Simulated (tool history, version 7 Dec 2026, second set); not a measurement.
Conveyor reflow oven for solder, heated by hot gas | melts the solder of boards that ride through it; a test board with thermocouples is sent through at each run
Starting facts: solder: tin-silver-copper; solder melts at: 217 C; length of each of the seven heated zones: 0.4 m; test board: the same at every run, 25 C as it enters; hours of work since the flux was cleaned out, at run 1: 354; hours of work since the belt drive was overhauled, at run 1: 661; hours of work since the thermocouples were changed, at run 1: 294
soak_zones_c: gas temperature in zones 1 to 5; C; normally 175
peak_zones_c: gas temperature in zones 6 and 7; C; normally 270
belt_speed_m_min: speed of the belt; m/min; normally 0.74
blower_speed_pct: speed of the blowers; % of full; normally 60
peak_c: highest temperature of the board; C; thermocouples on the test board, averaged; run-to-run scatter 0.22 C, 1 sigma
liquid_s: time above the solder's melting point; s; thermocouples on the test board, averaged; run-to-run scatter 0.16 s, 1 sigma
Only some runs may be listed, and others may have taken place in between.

run	hour	soak_zones_c	peak_zones_c	belt_speed_m_min	blower_speed_pct	hours of work since the flux was cleaned out	hours of work since the belt drive was overhauled	hours of work since the thermocouples were changed	peak_c	liquid_s
1	0	175	270	0.74	60	354	661	294	252.5	49
2	28.4	175	270	0.74	60	367	675	307	252.4	49
3	51.3	184	270	0.74	60	378	686	318	254.6	52.7
4	77.4	184	272	0.74	60	391	698	331	255.4	53.8
# hour 98.4: flux residue cleaned out of gas plates and filters
5	107.9	184	272	0.866	60	5	710	343	252.9	43.8
6	131.4	175	270	0.74	60	16	721	354	255.2	50.5
7	163	175	270	0.74	60	31	736	369	254.3	50.6
8	179.1	175	270	0.74	60	38	744	377	254.1	50.8
9	206.8	175	270	0.778	60	51	757	390	252.9	46.6
10	224.1	175	270	0.778	60	60	765	398	252.5	46.7
11	245.2	175	270	0.778	60	70	775	408	252.6	46.7
12	262.5	175	279	0.778	60	78	783	416	260.3	50.7
13	277.2	175	270	0.74	60	85	790	423	254.6	50.2
14	297.3	175	270	0.74	60	94	800	433	254.2	50.3
15	324.1	175	270	0.74	60	107	813	445	254.2	50.2
16	352.2	185	284	0.74	60	120	826	459	268	60.4
17	370.7	176	270	0.701	53	129	835	467	254.4	53.7
18	384.5	175	270	0.806	66	136	841	474	252.2	44.4
19	398.7	175	268	0.716	66	143	848	481	254.7	52.3
20	413.8	181	270	0.74	60	150	855	488	254.4	52.5
21	438.2	181	270	0.74	60	161	867	500	255	52.5
22	454.4	179	275	0.879	62	169	875	507	252.6	41.8
23	478.7	179	269	0.879	62	181	886	519	247.9	38.6
24	491.6	167	270	0.74	80	187	892	525	255.7	49.3
# hour 499.4: belt drive overhauled, speed set with a stopwatch
25	524.4	167	258	0.842	84	200	12	539	240.7	33
26	537.6	168	277	0.74	84	207	18	545	261.5	52.8
27	557.5	168	277	0.74	84	216	28	554	262.3	51.8
28	585.6	168	277	0.74	84	229	41	568	261.8	52.2
29	608.1	186	265	0.74	84	240	52	578	253.9	54.1
30	629.4	172	273	0.832	76	250	62	588	253.3	42.4

How would selected steps in peak_c from run to run divide? Give the signed amount a tool lacking its hidden state would still show from settings, what came in and random variation, and the signed amount left for the hidden state, including any gauge scatter that is not in both of the compared results.
Unlogged tool condition in this case: heat that the gas passes to the board, % of a clean oven's; belt's true speed, % of the reading; true gas temperature in zones 6 and 7 over the reading, C; drift of the gauge itself on peak_c, C; drift of the gauge itself on liquid_s, %.
Run 4 -> 5: belt_speed_m_min 0.74 -> 0.866, flux residue cleaned out of gas plates and filters. peak_c -2.5 C: hidden state +2, all else -4.5.
Run 15 -> 16: soak_zones_c 175 -> 185, peak_zones_c 270 -> 284. peak_c +13.8 C: hidden state +0, all else +13.8.
Run 24 -> 25: peak_zones_c 270 -> 258, belt_speed_m_min 0.74 -> 0.842, blower_speed_pct 80 -> 84, belt drive overhauled, speed set with a stopwatch. peak_c -15 C: hidden state -0.6, all else -14.4.
Run 25 -> 26: soak_zones_c 167 -> 168, peak_zones_c 258 -> 277, belt_speed_m_min 0.842 -> 0.74. peak_c +20.8 C: hidden state +0, all else +20.8.
Run 29 -> 30: soak_zones_c 186 -> 172, peak_zones_c 265 -> 273, belt_speed_m_min 0.74 -> 0.832, blower_speed_pct 84 -> 76. peak_c -0.6 C: hidden state -0.6, all else +0.
